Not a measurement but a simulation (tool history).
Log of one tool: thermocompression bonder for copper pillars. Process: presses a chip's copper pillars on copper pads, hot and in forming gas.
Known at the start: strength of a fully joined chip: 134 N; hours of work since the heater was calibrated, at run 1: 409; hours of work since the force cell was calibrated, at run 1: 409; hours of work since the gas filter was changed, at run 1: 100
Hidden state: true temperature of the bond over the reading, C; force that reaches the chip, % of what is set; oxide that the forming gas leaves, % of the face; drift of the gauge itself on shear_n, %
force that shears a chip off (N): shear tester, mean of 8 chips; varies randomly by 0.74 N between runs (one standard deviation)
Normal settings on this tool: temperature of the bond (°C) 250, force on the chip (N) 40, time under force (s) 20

run,hour,temperature of the bond (°C),force on the chip (N),time under force (s),hours of work since the heater was calibrated,hours of work since the force cell was calibrated,hours of work since the gas filter was changed,force that shears a chip off (N)
1,0.0,250,40,20,409,409,100,74.9
2,21.9,250,40,20,421,421,112,75.2
3,42.0,250,40,20,432,432,123,74.6
4,69.6,250,40,20,447,447,138,75.8
5,92.3,250,36,20,459,459,150,70.6
6,117.4,250,40,20,473,473,164,73.6
7,147.4,250,40,21,489,489,180,75.4
8,167.6,250,40,21,500,500,191,75.6
9,186.4,250,40,11,511,511,202,60.7
10,212.4,250,40,11,525,525,216,59.0
11,246.3,250,40,36,543,543,234,85.2
12,269.3,250,40,36,556,556,247,85.3
13,287.7,250,40,20,566,566,257,71.6
14,316.7,250,27,20,582,582,273,57.9
15,336.1,250,27,20,592,592,283,59.1
16,352.5,250,40,20,601,601,292,69.9
17,384.2,250,40,31,619,619,310,80.2
18,416.2,250,40,31,636,636,327,79.9
19,440.3,261,40,31,649,649,340,89.4
20,464.2,235,40,20,662,662,353,55.1
21,481.8,235,40,20,672,672,363,54.8
22,497.1,250,37,20,680,680,371,66.1
23,534.0,230,44,20,701,701,391,51.3
24,552.7,239,33,18,711,711,402,49.8
# hour 555.2: forming gas filter changed
25,575.2,250,30,23,723,723,11,67.5
26,603.0,250,54,16,738,738,26,78.7
27,618.2,250,40,33,746,746,34,86.9
28,645.0,245,30,29,761,761,49,67.7
29,666.9,246,38,39,773,773,61,83.0
30,703.3,242,38,47,793,793,81,82.5
31,739.2,242,38,47,812,812,101,82.0
32,772.8,269,57,23,831,831,119,105.8
33,803.0,274,41,12,847,847,135,85.3
34,824.7,250,41,49,859,859,147,94.8
35,853.6,250,27,33,875,875,163,70.3
36,870.7,250,40,19,884,884,172,69.6
37,903.6,250,40,19,902,902,190,68.8
38,935.9,250,40,19,920,920,208,68.1
39,968.9,276,24,20,938,938,226,78.0
40,1003.8,274,48,19,957,957,245,96.3

What if the next run were any one of these 3? Each begins from the tool's condition after run 40:
A,1032.2,274,38,15,972,972,261,?
B,1032.2,224,48,19,972,972,261,?
C,1032.2,263,45,14,972,972,261,?

run,force that shears a chip off (N)
A,85.0
B,48.0
C,76.7
Stripped of hidden state, with their random variation kept, the same runs would have yielded:
run,force that shears a chip off (N)
A,95.8
B,56.8
C,87.3
